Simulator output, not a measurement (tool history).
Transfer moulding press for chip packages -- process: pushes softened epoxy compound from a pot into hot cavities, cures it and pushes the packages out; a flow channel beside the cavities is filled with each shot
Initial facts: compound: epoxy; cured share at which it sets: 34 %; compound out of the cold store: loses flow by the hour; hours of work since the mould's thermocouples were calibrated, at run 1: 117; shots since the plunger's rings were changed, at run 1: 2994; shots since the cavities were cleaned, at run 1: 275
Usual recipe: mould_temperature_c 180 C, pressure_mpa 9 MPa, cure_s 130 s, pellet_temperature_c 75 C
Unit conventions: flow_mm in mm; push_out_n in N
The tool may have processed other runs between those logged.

| run | hour | mould_temperature_c | pressure_mpa | cure_s | pellet_temperature_c | hours of work since the mould's thermocouples were calibrated | shots since the plunger's rings were changed | shots since the cavities were cleaned | incoming compound's hours out of the cold store | flow_mm | push_out_n |
|---|---|---|---|---|---|---|---|---|---|---|---|
| 1 | 0 | 180 | 9 | 130 | 75 | 117 | 2994 | 275 | 21.9 | 695 | 659 |
|  | 16.2 | cavities cleaned with cleaning compound and waxed |
| 2 | 23.3 | 180 | 9 | 111 | 75 | 134 | 3241 | 80 | 35.1 | 644 | 666 |
|  | 57.8 | cavities cleaned with cleaning compound and waxed |
| 3 | 59.5 | 180 | 9 | 130 | 71 | 162 | 3635 | 20 | 35.3 | 644 | 513 |
| 4 | 87.6 | 180 | 9 | 130 | 71 | 184 | 3953 | 338 | 42 | 613 | 712 |
|  | 98 | cavities cleaned with cleaning compound and waxed |
| 5 | 126.8 | 180 | 9 | 130 | 78 | 214 | 4380 | 326 | 39.8 | 611 | 645 |
|  | 131.9 | mould's thermocouples calibrated |
|  | 140.3 | cavities cleaned with cleaning compound and waxed |
| 6 | 147.6 | 180 | 9 | 130 | 78 | 11 | 4576 | 83 | 17.1 | 678 | 549 |
| 7 | 165.9 | 178 | 9 | 153 | 76 | 26 | 4783 | 290 | 15.9 | 687 | 655 |
|  | 183.5 | plunger's sealing rings changed |
|  | 185 | cavities cleaned with cleaning compound and waxed |
| 8 | 188.7 | 178 | 9 | 153 | 76 | 41 | 42 | 42 | 15.9 | 753 | 479 |
| 9 | 206 | 178 | 9 | 153 | 76 | 55 | 238 | 238 | 9.8 | 773 | 629 |
|  | 225.6 | cavities cleaned with cleaning compound and waxed |
|  | 243.4 | mould's thermocouples calibrated, once more |
| 10 | 245.2 | 187 | 9 | 142 | 76 | 1 | 642 | 199 | 31.1 | 663 | 549 |
| 11 | 264.1 | 176 | 9 | 130 | 67 | 16 | 857 | 414 | 36.5 | 673 | 864 |

4 options for the next run, each taken on its own from the tool as it stands now. Forecast them:
|  | 268.8 | cavities cleaned with cleaning compound and waxed |
| A | 301.6 | 176 | 7.83 | 153 | 77 | 45 | 1265 | 372 | 33.3 | ? | ? |
|  | 268.8 | cavities cleaned with cleaning compound and waxed |
| B | 301.6 | 178 | 7.44 | 130 | 66 | 45 | 1265 | 372 | 22.4 | ? | ? |
|  | 268.8 | cavities cleaned with cleaning compound and waxed |
| C | 301.6 | 176 | 9 | 119 | 67 | 45 | 1265 | 372 | 18.2 | ? | ? |
|  | 268.8 | cavities cleaned with cleaning compound and waxed |
| D | 301.6 | 175 | 8.55 | 130 | 74 | 45 | 1265 | 372 | 13.8 | ? | ? |

| run | flow_mm | push_out_n |
|---|---|---|
| A | 638 | 696 |
| B | 645 | 782 |
| C | 731 | 1040 |
| D | 732 | 941 |
Stripped of hidden state, with their random variation kept, the same runs would have yielded:
| run | flow_mm | push_out_n |
|---|---|---|
| A | 652 | 465 |
| B | 659 | 522 |
| C | 748 | 692 |
| D | 748 | 626 |

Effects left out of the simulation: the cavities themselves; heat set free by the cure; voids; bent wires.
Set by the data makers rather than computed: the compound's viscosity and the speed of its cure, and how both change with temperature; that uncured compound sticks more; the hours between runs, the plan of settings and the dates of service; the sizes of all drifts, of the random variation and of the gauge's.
